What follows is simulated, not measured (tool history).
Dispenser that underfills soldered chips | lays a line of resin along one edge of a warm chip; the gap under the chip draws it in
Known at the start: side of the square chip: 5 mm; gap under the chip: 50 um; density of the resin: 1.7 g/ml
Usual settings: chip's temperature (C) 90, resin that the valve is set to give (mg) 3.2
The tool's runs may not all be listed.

| run | hour | chip's temperature (C) | resin that the valve is set to give (mg) | time until the resin shows at the far edge (s) | resin that the valve gave (mg) |
|---|---|---|---|---|---|
| 1 | 0 | 90 | 3.2 | 49.8 | 3.13 |
|  | 8.3 | new syringe of resin |
| 2 | 12.2 | 90 | 3.2 | 39.5 | 3.09 |
| 3 | 20.8 | 90 | 3.2 | 65.4 | 3.1 |
|  | 23.9 | new syringe of resin |
| 4 | 36.3 | 90 | 3.2 | 66.5 | 3.1 |
|  | 39.6 | new syringe of resin |
| 5 | 46 | 90 | 3.2 | 46 | 3.08 |
| 6 | 53.9 | 75 | 3.2 | 146.5 | 3.04 |
|  | 55.4 | new syringe of resin |
| 7 | 67.8 | 75 | 3.2 | 128.9 | 3.01 |
|  | 71.1 | dispensing valve cleaned and set on the balance |
|  | 72.7 | new syringe of resin |
| 8 | 82.2 | 75 | 3.2 | 110.5 | 3.19 |
|  | 88.5 | new syringe of resin |
| 9 | 94.4 | 79 | 3.63 | 72.4 | 3.6 |

The next listed run, before its measurement:
|  | 104.4 | new syringe of resin |
| 10 | 106.9 | 78 | 3.83 | ? | ? |

Run 10 gave time until the resin shows at the far edge (s) 63, resin that the valve gave (mg) 3.78.
Without the tool's hidden state the same run would have given time until the resin shows at the far edge (s) 51.2, resin that the valve gave (mg) 3.83.
